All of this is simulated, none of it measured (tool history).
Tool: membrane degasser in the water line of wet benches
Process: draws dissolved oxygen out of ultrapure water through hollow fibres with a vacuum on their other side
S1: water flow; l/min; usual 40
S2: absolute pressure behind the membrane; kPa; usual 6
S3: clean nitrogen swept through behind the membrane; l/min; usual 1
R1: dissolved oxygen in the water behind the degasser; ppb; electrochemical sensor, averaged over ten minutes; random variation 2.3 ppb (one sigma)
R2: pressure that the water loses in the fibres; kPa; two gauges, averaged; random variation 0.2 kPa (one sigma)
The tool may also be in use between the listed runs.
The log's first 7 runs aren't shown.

| run | hour | S1 | S2 | S3 | R1 | R2 |
|---|---|---|---|---|---|---|
| 8 | 313.2 | 24 | 6 | 1 | 145.4 | 26.31 |
| 9 | 365.7 | 40 | 6 | 1 | 224.4 | 43.54 |
| 10 | 402.2 | 40 | 6 | 1 | 222.3 | 43.22 |
| 11 | 431.8 | 40 | 6 | 1 | 225.9 | 43.37 |
| 12 | 454.8 | 40 | 6 | 1 | 223.2 | 43.45 |
| 13 | 479.3 | 40 | 6 | 1 | 220.4 | 43.28 |
| 14 | 509.9 | 40 | 6 | 1 | 223.7 | 43.28 |
| 15 | 534 | 40 | 6 | 1 | 225.7 | 43.37 |
| 16 | 564.8 | 40 | 6.31 | 1 | 246.5 | 43.35 |
| 17 | 608.5 | 40 | 5.88 | 1.09 | 202.2 | 43.64 |
| 18 | 658.9 | 26 | 6.67 | 2.06 | 102 | 28.02 |
| 19 | 706.4 | 36 | 6 | 1 | 204.5 | 38.48 |
| 20 | 731.3 | 25 | 7.81 | 1 | 242.1 | 27.15 |
| 21 | 756.2 | 25 | 7.81 | 1 | 245.8 | 26.84 |
| 22 | 784.8 | 32 | 5.9 | 0.62 | 259.3 | 34.69 |
| 23 | 807 | 40 | 6 | 0.6 | 320.4 | 43.43 |
| 24 | 848.1 | 38 | 6 | 2.1 | 116.7 | 40.81 |
| 25 | 871.2 | 41 | 10.88 | 1 | 604.5 | 43.99 |
| 26 | 923.2 | 38 | 5.14 | 1 | 148.6 | 41.02 |
| 27 | 976.4 | 36 | 8.2 | 0.52 | 575.4 | 38.55 |
| 28 | 1017.3 | 40 | 9.76 | 0.51 | 813.3 | 43.17 |
| 29 | 1066.6 | 40 | 9.76 | 0.51 | 792.3 | 43.17 |
| 30 | 1095.9 | 41 | 6 | 0.55 | 350 | 43.95 |
| 31 | 1132.4 | 27 | 6 | 1 | 163.2 | 28.83 |
| 32 | 1168.5 | 31 | 6.77 | 1.45 | 167.2 | 33.02 |

4 ways to go on from here, each from the tool as it stands after run 32. What would each give?
| A | 1206.7 | 56 | 4.53 | 2.57 | ? | ? |
| B | 1206.7 | 42 | 4.68 | 1.64 | ? | ? |
| C | 1206.7 | 26 | 14.6 | 1.87 | ? | ? |
| D | 1206.7 | 33 | 6.77 | 1.45 | ? | ? |

| run | R1 | R2 |
|---|---|---|
| A | 88.5 | 60.08 |
| B | 86.9 | 44.75 |
| C | 347.9 | 27.83 |
| D | 177.5 | 35.25 |
Without the tool's hidden state the same runs would have given:
| run | R1 | R2 |
|---|---|---|
| A | 88.3 | 61.36 |
| B | 86.8 | 45.71 |
| C | 347.8 | 28.42 |
| D | 177.4 | 36 |

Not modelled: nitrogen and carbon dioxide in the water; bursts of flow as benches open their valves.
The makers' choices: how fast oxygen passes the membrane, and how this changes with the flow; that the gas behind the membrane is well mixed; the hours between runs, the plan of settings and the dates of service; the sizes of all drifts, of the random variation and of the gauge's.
